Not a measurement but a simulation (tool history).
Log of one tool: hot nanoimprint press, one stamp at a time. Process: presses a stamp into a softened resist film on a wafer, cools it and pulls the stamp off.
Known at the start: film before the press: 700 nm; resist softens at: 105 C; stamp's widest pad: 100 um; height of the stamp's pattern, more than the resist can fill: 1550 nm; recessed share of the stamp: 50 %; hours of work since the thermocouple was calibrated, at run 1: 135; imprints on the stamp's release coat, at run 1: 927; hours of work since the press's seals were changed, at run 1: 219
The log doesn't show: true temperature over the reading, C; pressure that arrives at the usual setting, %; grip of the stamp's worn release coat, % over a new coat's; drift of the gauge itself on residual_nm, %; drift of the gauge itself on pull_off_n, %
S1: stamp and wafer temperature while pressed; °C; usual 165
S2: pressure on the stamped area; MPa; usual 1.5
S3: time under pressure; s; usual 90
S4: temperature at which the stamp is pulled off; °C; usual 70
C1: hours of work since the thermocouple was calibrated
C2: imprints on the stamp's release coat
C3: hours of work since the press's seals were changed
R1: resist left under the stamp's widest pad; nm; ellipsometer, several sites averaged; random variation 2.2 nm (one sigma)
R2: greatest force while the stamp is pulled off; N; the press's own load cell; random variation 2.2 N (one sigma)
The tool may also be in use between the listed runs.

| run | hour | S1 | S2 | S3 | S4 | C1 | C2 | C3 | R1 | R2 |
|---|---|---|---|---|---|---|---|---|---|---|
| 1 | 0 | 165 | 1.5 | 90 | 70 | 135 | 927 | 219 | 349.8 | 123 |
| 2 | 9 | 165 | 1.5 | 90 | 70 | 140 | 949 | 224 | 345.8 | 131 |
| 3 | 18 | 165 | 1.5 | 90 | 70 | 145 | 971 | 229 | 353 | 128 |
| 4 | 24.6 | 165 | 1.5 | 90 | 70 | 149 | 987 | 233 | 353 | 124 |
| 5 | 31.2 | 165 | 1.5 | 90 | 76 | 153 | 1003 | 237 | 347.3 | 119 |
| 6 | 40.6 | 165 | 1.5 | 90 | 76 | 159 | 1026 | 243 | 351.7 | 120 |
| 7 | 49.2 | 174 | 1.5 | 90 | 76 | 164 | 1047 | 248 | 211.9 | 124 |
| 8 | 54.4 | 165 | 1.5 | 90 | 70 | 167 | 1060 | 251 | 349.2 | 129 |
| 9 | 60.5 | 165 | 1.5 | 90 | 70 | 171 | 1074 | 254 | 347.5 | 128 |
| 10 | 67.9 | 165 | 1.5 | 90 | 70 | 175 | 1092 | 259 | 349 | 132 |
| 11 | 76.5 | 165 | 1.5 | 90 | 70 | 180 | 1113 | 264 | 346.1 | 132 |
| 12 | 85.6 | 165 | 1.5 | 90 | 70 | 186 | 1135 | 269 | 346 | 132 |
| 13 | 94.9 | 165 | 1.5 | 90 | 65 | 191 | 1158 | 275 | 344.9 | 131 |
| 14 | 100.9 | 165 | 1.5 | 90 | 65 | 195 | 1173 | 278 | 343.2 | 132 |
| 15 | 109.2 | 165 | 1.5 | 90 | 65 | 200 | 1193 | 283 | 345.7 | 138 |
| 16 | 115.6 | 165 | 1.5 | 90 | 65 | 203 | 1208 | 287 | 341.7 | 128 |
| 17 | 125.1 | 165 | 1.5 | 48 | 65 | 209 | 1231 | 293 | 428.7 | 135 |
|  | 128.8 | plate thermocouple calibrated |
| 18 | 133 | 165 | 2.25 | 97 | 70 | 2 | 1243 | 296 | 271.7 | 135 |
| 19 | 140.3 | 165 | 2.25 | 97 | 70 | 7 | 1261 | 300 | 273.7 | 135 |
| 20 | 149.7 | 165 | 2.25 | 53 | 70 | 12 | 1284 | 306 | 344.2 | 136 |
| 21 | 156.3 | 170 | 2.36 | 90 | 70 | 16 | 1300 | 310 | 207.2 | 138 |
|  | 162.4 | plate thermocouple calibrated, once more |
|  | 172.8 | stamp cleaned and given a new release coat |
| 22 | 173.6 | 170 | 2.36 | 90 | 70 | 3 | 2 | 314 | 225.5 | 94 |
| 23 | 182.7 | 171 | 1.01 | 172 | 61 | 8 | 24 | 320 | 247.8 | 99 |
| 24 | 192.1 | 171 | 1.01 | 172 | 61 | 14 | 47 | 325 | 247.7 | 105 |
| 25 | 196.9 | 171 | 1.01 | 172 | 61 | 17 | 59 | 328 | 249.3 | 104 |
| 26 | 204.6 | 165 | 1.49 | 90 | 77 | 21 | 78 | 333 | 363.9 | 94 |
| 27 | 211.1 | 174 | 1.5 | 86 | 70 | 25 | 93 | 337 | 226.1 | 96 |
| 28 | 219.1 | 154 | 1.5 | 70 | 68 | 30 | 113 | 342 | 595.2 | 105 |
| 29 | 225.3 | 157 | 0.9 | 67 | 63 | 34 | 128 | 345 | 608.7 | 102 |

4 ways to go on from here, each from the tool as it stands after run 29. What would each give?
| A | 233.8 | 156 | 0.9 | 46 | 55 | 39 | 148 | 350 | ? | ? |
| B | 233.8 | 170 | 1.5 | 90 | 70 | 39 | 148 | 350 | ? | ? |
| C | 233.8 | 177 | 0.9 | 62 | 63 | 39 | 148 | 350 | ? | ? |
| D | 233.8 | 170 | 1.5 | 90 | 70 | 39 | 148 | 350 | ? | ? |

| run | R1 | R2 |
|---|---|---|
| A | 637.2 | 109 |
| B | 277.6 | 101 |
| C | 285.5 | 104 |
| D | 279.2 | 99 |
Without the tool's hidden state the same runs would have given:
| run | R1 | R2 |
|---|---|---|
| A | 635.2 | 104 |
| B | 273.4 | 96 |
| C | 282 | 99 |
| D | 275 | 95 |

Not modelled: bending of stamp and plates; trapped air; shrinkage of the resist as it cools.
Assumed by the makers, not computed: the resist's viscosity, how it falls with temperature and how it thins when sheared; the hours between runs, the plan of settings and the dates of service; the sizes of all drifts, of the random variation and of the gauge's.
